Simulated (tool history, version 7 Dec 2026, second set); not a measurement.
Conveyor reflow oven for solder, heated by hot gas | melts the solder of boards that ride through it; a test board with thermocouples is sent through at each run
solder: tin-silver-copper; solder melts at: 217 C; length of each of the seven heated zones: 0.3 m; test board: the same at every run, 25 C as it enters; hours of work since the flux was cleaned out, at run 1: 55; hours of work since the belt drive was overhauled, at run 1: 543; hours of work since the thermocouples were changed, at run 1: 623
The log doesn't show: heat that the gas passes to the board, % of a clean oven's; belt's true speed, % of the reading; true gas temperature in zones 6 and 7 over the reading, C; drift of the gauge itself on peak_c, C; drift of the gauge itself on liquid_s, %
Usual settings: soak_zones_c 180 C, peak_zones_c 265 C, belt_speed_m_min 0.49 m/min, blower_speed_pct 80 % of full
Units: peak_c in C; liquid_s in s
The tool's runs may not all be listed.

| run | hour | soak_zones_c | peak_zones_c | belt_speed_m_min | blower_speed_pct | hours of work since the flux was cleaned out | hours of work since the belt drive was overhauled | hours of work since the thermocouples were changed | peak_c | liquid_s |
|---|---|---|---|---|---|---|---|---|---|---|
| 1 | 0 | 180 | 265 | 0.49 | 80 | 55 | 543 | 623 | 254.7 | 60 |
| 2 | 21.7 | 180 | 265 | 0.49 | 80 | 67 | 554 | 635 | 254.8 | 60.1 |
| 3 | 40.4 | 180 | 265 | 0.49 | 80 | 77 | 565 | 645 | 254.8 | 59.8 |
| 4 | 55.4 | 180 | 265 | 0.557 | 80 | 85 | 573 | 654 | 251.6 | 50 |
| 5 | 77.5 | 180 | 265 | 0.557 | 80 | 97 | 585 | 665 | 251.6 | 50.1 |
| 6 | 101.8 | 180 | 265 | 0.557 | 80 | 110 | 598 | 679 | 251.7 | 50.1 |
| 7 | 116.7 | 180 | 265 | 0.557 | 80 | 118 | 606 | 687 | 251.5 | 50.1 |
| 8 | 130.7 | 180 | 257 | 0.49 | 80 | 126 | 613 | 694 | 247.5 | 55.5 |
| 9 | 144.4 | 180 | 257 | 0.49 | 80 | 133 | 621 | 702 | 247.5 | 55.8 |
| 10 | 165.8 | 180 | 265 | 0.49 | 80 | 145 | 632 | 713 | 254.8 | 59.6 |
| 11 | 182.7 | 180 | 265 | 0.49 | 80 | 154 | 642 | 722 | 254.7 | 60.1 |
| 12 | 200.6 | 180 | 265 | 0.49 | 80 | 164 | 651 | 732 | 254.7 | 59.9 |
|  | 209.7 | thermocouples of zones 6 and 7 changed |
| 13 | 213.5 | 180 | 265 | 0.49 | 80 | 170 | 657 | 2 | 254.8 | 59.9 |
| 14 | 228.8 | 180 | 265 | 0.49 | 80 | 178 | 666 | 10 | 254.5 | 60 |
| 15 | 246.6 | 180 | 265 | 0.49 | 79 | 188 | 675 | 20 | 254.6 | 60.1 |
| 16 | 262.4 | 180 | 265 | 0.49 | 79 | 196 | 684 | 29 | 254.6 | 59.9 |
| 17 | 282.6 | 190 | 265 | 0.403 | 73 | 207 | 695 | 39 | 258.5 | 80.6 |
| 18 | 306.5 | 180 | 265 | 0.521 | 69 | 220 | 708 | 52 | 250.8 | 52.8 |
| 19 | 319.7 | 188 | 271 | 0.44 | 59 | 227 | 715 | 60 | 259.1 | 72 |
| 20 | 340.1 | 165 | 256 | 0.422 | 80 | 238 | 726 | 71 | 248.1 | 61.1 |
| 21 | 356.6 | 180 | 265 | 0.58 | 80 | 247 | 735 | 80 | 250.4 | 47.3 |
| 22 | 368.8 | 184 | 266 | 0.58 | 80 | 254 | 741 | 86 | 251.9 | 49.4 |
| 23 | 393.8 | 185 | 263 | 0.424 | 73 | 267 | 755 | 100 | 255.3 | 72.4 |
| 24 | 404.7 | 179 | 274 | 0.515 | 64 | 273 | 761 | 106 | 256.9 | 56.6 |
| 25 | 420.1 | 171 | 274 | 0.515 | 73 | 282 | 769 | 114 | 258.5 | 55.2 |
| 26 | 432.7 | 166 | 280 | 0.444 | 68 | 289 | 776 | 121 | 266.3 | 67.7 |
| 27 | 453.2 | 167 | 254 | 0.533 | 52 | 300 | 787 | 132 | 232.3 | 28.7 |
| 28 | 468.2 | 185 | 265 | 0.577 | 60 | 308 | 795 | 140 | 245.8 | 44.7 |
| 29 | 489.3 | 180 | 276 | 0.519 | 75 | 319 | 807 | 152 | 262.1 | 59.7 |
| 30 | 514.4 | 180 | 276 | 0.519 | 75 | 333 | 820 | 165 | 262 | 59.4 |
| 31 | 528.6 | 179 | 267 | 0.49 | 80 | 340 | 828 | 173 | 256.3 | 60.3 |

Forecast each of these 3 alternatives for the next run:
| A | 546.7 | 170 | 265 | 0.49 | 80 | 350 | 838 | 183 | ? | ? |
| B | 546.7 | 179 | 267 | 0.49 | 88 | 350 | 838 | 183 | ? | ? |
| C | 546.7 | 179 | 260 | 0.52 | 80 | 350 | 838 | 183 | ? | ? |

| run | peak_c | liquid_s |
|---|---|---|
| A | 253.7 | 55.8 |
| B | 257.7 | 61.4 |
| C | 248.7 | 52.4 |
Without the tool's hidden state the same runs would have given:
| run | peak_c | liquid_s |
|---|---|---|
| A | 253.7 | 55.7 |
| B | 257.7 | 61.4 |
| C | 248.8 | 52.4 |
